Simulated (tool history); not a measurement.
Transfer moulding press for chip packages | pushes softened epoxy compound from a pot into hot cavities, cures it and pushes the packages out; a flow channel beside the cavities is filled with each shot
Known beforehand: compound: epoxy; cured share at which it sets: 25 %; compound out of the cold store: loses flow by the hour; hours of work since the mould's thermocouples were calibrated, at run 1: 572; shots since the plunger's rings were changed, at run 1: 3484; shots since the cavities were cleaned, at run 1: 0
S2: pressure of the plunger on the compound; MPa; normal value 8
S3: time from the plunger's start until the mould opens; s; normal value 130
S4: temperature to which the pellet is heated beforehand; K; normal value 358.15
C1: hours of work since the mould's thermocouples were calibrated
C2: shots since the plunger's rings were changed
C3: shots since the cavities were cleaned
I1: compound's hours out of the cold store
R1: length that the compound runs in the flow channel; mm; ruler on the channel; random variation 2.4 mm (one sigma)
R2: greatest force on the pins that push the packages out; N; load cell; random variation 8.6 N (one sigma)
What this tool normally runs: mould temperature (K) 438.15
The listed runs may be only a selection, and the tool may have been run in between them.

Run 1, hour 0: usual settings; C1 572; C2 3484; C3 0; I1 40.3. Result: R1 482 mm, R2 395 N.
Run 2, hour 29.2: usual settings; C1 591; C2 3781; C3 297; I1 36.3. Result: R1 495 mm, R2 558 N.
Run 3, hour 56.4: usual settings; C1 609; C2 4057; C3 573; I1 36.7. Result: R1 487 mm, R2 634 N.
Run 4, hour 83.8: usual settings; C1 627; C2 4335; C3 851; I1 39.5. Result: R1 477 mm, R2 683 N.
At hour 94.6: cavities cleaned with cleaning compound and waxed.
At hour 103.5: plunger's sealing rings changed.
Run 5, hour 120.4: usual settings; C1 648; C2 171; C3 236; I1 34.3. Result: R1 525 mm, R2 518 N.
Run 6, hour 150.9: usual settings; C1 668; C2 481; C3 546; I1 32.2. Result: R1 530 mm, R2 661 N.
Run 7, hour 182.6: usual settings but S2 6.06 MPa; C1 689; C2 802; C3 867; I1 38. Result: R1 443 mm, R2 712 N.
At hour 190.2: cavities cleaned with cleaning compound and waxed.
Run 8, hour 198.7: usual settings but S2 6.06 MPa; C1 699; C2 951; C3 86; I1 23.8. Result: R1 483 mm, R2 421 N.
Run 9, hour 222.7: usual settings but S4 365.15 K; C1 715; C2 1195; C3 330; I1 44.5. Result: R1 482 mm, R2 541 N.
Run 10, hour 255.9: usual settings but S4 349.15 K; C1 736; C2 1532; C3 667; I1 27. Result: R1 540 mm, R2 655 N.
Run 11, hour 272.4: usual settings but S4 349.15 K; C1 747; C2 1700; C3 835; I1 33.4. Result: R1 517 mm, R2 723 N.
At hour 285.6: cavities cleaned with cleaning compound and waxed.
Run 12, hour 294.2: usual settings but S4 349.15 K; C1 761; C2 1905; C3 87; I1 10.7. Result: R1 597 mm, R2 452 N.
Run 13, hour 319.9: usual settings but mould temperature (K) 440.15; C1 778; C2 2167; C3 349; I1 19.4. Result: R1 558 mm, R2 562 N.
Run 14, hour 353.5: usual settings but mould temperature (K) 440.15; C1 800; C2 2508; C3 690; I1 18.3. Result: R1 558 mm, R2 631 N.
At hour 380.2: cavities cleaned with cleaning compound and waxed.
Run 15, hour 387.5: usual settings but mould temperature (K) 441.15, S2 8.28 MPa, S4 368.15 K; C1 821; C2 2838; C3 74; I1 14.2. Result: R1 574 mm, R2 407 N.
Run 16, hour 402.2: usual settings but S2 9.79 MPa, S4 349.15 K; C1 831; C2 2987; C3 223; I1 42.2. Result: R1 526 mm, R2 508 N.
At hour 406.4: mould's thermocouples calibrated.
Run 17, hour 419.1: usual settings but mould temperature (K) 440.15, S2 8.67 MPa, S3 118 s; C1 8; C2 3139; C3 375; I1 32.9. Result: R1 521 mm, R2 558 N.
Run 18, hour 439.9: usual settings but mould temperature (K) 440.15, S2 8.67 MPa, S3 118 s; C1 22; C2 3350; C3 586; I1 39.4. Result: R1 495 mm, R2 614 N.
Run 19, hour 472.3: usual settings but mould temperature (K) 440.15, S2 8.67 MPa, S3 118 s; C1 43; C2 3679; C3 915; I1 12.9. Result: R1 585 mm, R2 694 N.
At hour 476.1: cavities cleaned with cleaning compound and waxed.
Run 20, hour 492.1: usual settings but S2 7.01 MPa, S4 356.15 K; C1 55; C2 3864; C3 162; I1 45.1. Result: R1 429 mm, R2 462 N.
Run 21, hour 526.3: usual settings but mould temperature (K) 443.15, S2 9.59 MPa; C1 78; C2 4213; C3 511; I1 10.8. Result: R1 612 mm, R2 527 N.
Run 22, hour 551.4: usual settings but mould temperature (K) 443.15, S2 9.59 MPa; C1 94; C2 4467; C3 765; I1 13.4. Result: R1 593 mm, R2 588 N.
At hour 556.8: plunger's sealing rings changed.
At hour 573.4: cavities cleaned with cleaning compound and waxed.
Run 23, hour 574: usual settings but S2 8.26 MPa, S3 148 s, S4 352.15 K; C1 107; C2 158; C3 5; I1 41.4. Result: R1 510 mm, R2 364 N.
Run 24, hour 589.7: usual settings but S2 8.26 MPa, S3 148 s, S4 352.15 K; C1 117; C2 318; C3 165; I1 9.2. Result: R1 627 mm, R2 434 N.
Run 25, hour 611.6: usual settings but mould temperature (K) 431.15, S2 8.68 MPa, S3 148 s, S4 352.15 K; C1 131; C2 541; C3 388; I1 38.1. Result: R1 546 mm, R2 655 N.
Run 26, hour 625.8: usual settings but mould temperature (K) 431.15, S2 8.68 MPa, S3 148 s, S4 352.15 K; C1 141; C2 685; C3 532; I1 33.4. Result: R1 563 mm, R2 701 N.
Run 27, hour 653.7: usual settings but mould temperature (K) 431.15, S2 8.68 MPa, S3 148 s, S4 352.15 K; C1 159; C2 968; C3 815; I1 20.8. Result: R1 603 mm, R2 800 N.
At hour 669.1: cavities cleaned with cleaning compound and waxed.
Run 28, hour 688.9: usual settings but mould temperature (K) 435.15, S2 8.84 MPa, S3 114 s, S4 360.15 K; C1 181; C2 1311; C3 201; I1 41.9. Result: R1 524 mm, R2 643 N.

Hidden state or all else? Some run-to-run changes of R1, split into what the settings, what came in and random variation would give without the hidden state, and what is left for the hidden state (with any gauge scatter that isn't in both results):
The tool's hidden condition here consists of: true mould temperature over the reading, C; pressure that reaches the compound, % of what is set; grip of the stained cavities, % over clean ones'; drift of the gauge itself on flow_mm, %; drift of the gauge itself on push_out_n, %.
Run 4 -> 5: cavities cleaned with cleaning compound and waxed, plunger's sealing rings changed. R1 +48 mm: hidden state +31, all else +17.
Run 19 -> 20: mould temperature (K) 440.15 -> 438.15, S2 8.67 -> 7.01, S3 118 -> 130, S4 358.15 -> 356.15, cavities cleaned with cleaning compound and waxed. R1 -156 mm: hidden state +9, all else -165.
Run 20 -> 21: mould temperature (K) 438.15 -> 443.15, S2 7.01 -> 9.59, S4 356.15 -> 358.15. R1 +183 mm: hidden state -17, all else +200.
Run 22 -> 23: mould temperature (K) 443.15 -> 438.15, S2 9.59 -> 8.26, S3 130 -> 148, S4 358.15 -> 352.15, plunger's sealing rings changed, cavities cleaned with cleaning compound and waxed. R1 -83 mm: hidden state +47, all else -130.

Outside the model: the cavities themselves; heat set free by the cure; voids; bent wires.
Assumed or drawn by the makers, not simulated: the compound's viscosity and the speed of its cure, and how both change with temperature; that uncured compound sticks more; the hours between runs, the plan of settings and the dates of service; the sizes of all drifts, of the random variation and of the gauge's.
